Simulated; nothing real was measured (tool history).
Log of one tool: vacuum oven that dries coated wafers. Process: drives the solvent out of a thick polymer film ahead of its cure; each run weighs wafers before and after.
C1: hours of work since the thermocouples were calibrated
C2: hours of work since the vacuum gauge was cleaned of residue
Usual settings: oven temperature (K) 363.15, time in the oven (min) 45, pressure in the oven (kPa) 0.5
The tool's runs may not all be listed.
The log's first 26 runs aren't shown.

run 27 day=41.596 | oven_temperature_(K)=365.15 time_in_the_oven_(min)=38 pressure_in_the_oven_(kPa)=1.448 | C1=581 C2=1448 | solvent_left_in_the_film_(%)=3.17
run 28 day=43.421 | oven_temperature_(K)=364.15 time_in_the_oven_(min)=45 pressure_in_the_oven_(kPa)=0.5 | C1=608 C2=1475 | solvent_left_in_the_film_(%)=2.36
run 29 day=45.221 | oven_temperature_(K)=364.15 time_in_the_oven_(min)=45 pressure_in_the_oven_(kPa)=0.5 | C1=635 C2=1502 | solvent_left_in_the_film_(%)=2.35
run 30 day=47.354 | oven_temperature_(K)=363.15 time_in_the_oven_(min)=72 pressure_in_the_oven_(kPa)=0.364 | C1=667 C2=1534 | solvent_left_in_the_film_(%)=0.82
run 31 day=48.892 | oven_temperature_(K)=370.15 time_in_the_oven_(min)=61 pressure_in_the_oven_(kPa)=0.592 | C1=690 C2=1557 | solvent_left_in_the_film_(%)=0.43
run 32 day=51.188 | oven_temperature_(K)=370.15 time_in_the_oven_(min)=57 pressure_in_the_oven_(kPa)=1.51 | C1=725 C2=1592 | solvent_left_in_the_film_(%)=0.74
run 33 day=52.196 | oven_temperature_(K)=370.15 time_in_the_oven_(min)=52 pressure_in_the_oven_(kPa)=0.538 | C1=740 C2=1607 | solvent_left_in_the_film_(%)=0.67
run 34 day=53.838 | oven_temperature_(K)=358.15 time_in_the_oven_(min)=45 pressure_in_the_oven_(kPa)=0.5 | C1=765 C2=1632 | solvent_left_in_the_film_(%)=4.39
run 35 day=55.633 | oven_temperature_(K)=350.15 time_in_the_oven_(min)=45 pressure_in_the_oven_(kPa)=1.659 | C1=792 C2=1659 | solvent_left_in_the_film_(%)=8.28
run 36 day=57.512 | oven_temperature_(K)=350.15 time_in_the_oven_(min)=45 pressure_in_the_oven_(kPa)=1.659 | C1=820 C2=1687 | solvent_left_in_the_film_(%)=8.31
run 37 day=58.675 | oven_temperature_(K)=349.15 time_in_the_oven_(min)=38 pressure_in_the_oven_(kPa)=1.837 | C1=837 C2=1704 | solvent_left_in_the_film_(%)=9.96
run 38 day=60.225 | oven_temperature_(K)=349.15 time_in_the_oven_(min)=38 pressure_in_the_oven_(kPa)=1.837 | C1=860 C2=1727 | solvent_left_in_the_film_(%)=9.97
run 39 day=61.533 | oven_temperature_(K)=369.15 time_in_the_oven_(min)=38 pressure_in_the_oven_(kPa)=1.783 | C1=880 C2=1747 | solvent_left_in_the_film_(%)=2.14
run 40 day=63.283 | oven_temperature_(K)=356.15 time_in_the_oven_(min)=28 pressure_in_the_oven_(kPa)=0.397 | C1=906 C2=1773 | solvent_left_in_the_film_(%)=8.57
run 41 day=64.304 | oven_temperature_(K)=363.15 time_in_the_oven_(min)=45 pressure_in_the_oven_(kPa)=1.128 | C1=922 C2=1789 | solvent_left_in_the_film_(%)=2.81
run 42 day=65.854 | oven_temperature_(K)=370.15 time_in_the_oven_(min)=45 pressure_in_the_oven_(kPa)=0.809 | C1=945 C2=1812 | solvent_left_in_the_film_(%)=1.14

5 ways to go on from here, each from the tool as it stands after run 42. What would each give?
run A day=68.083 | oven_temperature_(K)=363.15 time_in_the_oven_(min)=40 pressure_in_the_oven_(kPa)=0.535 | C1=978 C2=1845 | solvent_left_in_the_film_(%)=?
run B day=68.083 | oven_temperature_(K)=353.15 time_in_the_oven_(min)=52 pressure_in_the_oven_(kPa)=0.462 | C1=978 C2=1845 | solvent_left_in_the_film_(%)=?
run C day=68.083 | oven_temperature_(K)=348.15 time_in_the_oven_(min)=28 pressure_in_the_oven_(kPa)=0.531 | C1=978 C2=1845 | solvent_left_in_the_film_(%)=?
run D day=68.083 | oven_temperature_(K)=354.15 time_in_the_oven_(min)=45 pressure_in_the_oven_(kPa)=0.694 | C1=978 C2=1845 | solvent_left_in_the_film_(%)=?
run E day=68.083 | oven_temperature_(K)=369.15 time_in_the_oven_(min)=45 pressure_in_the_oven_(kPa)=0.809 | C1=978 C2=1845 | solvent_left_in_the_film_(%)=?

run=A solvent_left_in_the_film_(%)=3.34
run=B solvent_left_in_the_film_(%)=5.45
run=C solvent_left_in_the_film_(%)=12.1
run=D solvent_left_in_the_film_(%)=6.14
run=E solvent_left_in_the_film_(%)=1.23
Without the tool's hidden state the same runs would have given:
run=A solvent_left_in_the_film_(%)=3.36
run=B solvent_left_in_the_film_(%)=5.47
run=C solvent_left_in_the_film_(%)=12.12
run=D solvent_left_in_the_film_(%)=6.16
run=E solvent_left_in_the_film_(%)=1.24
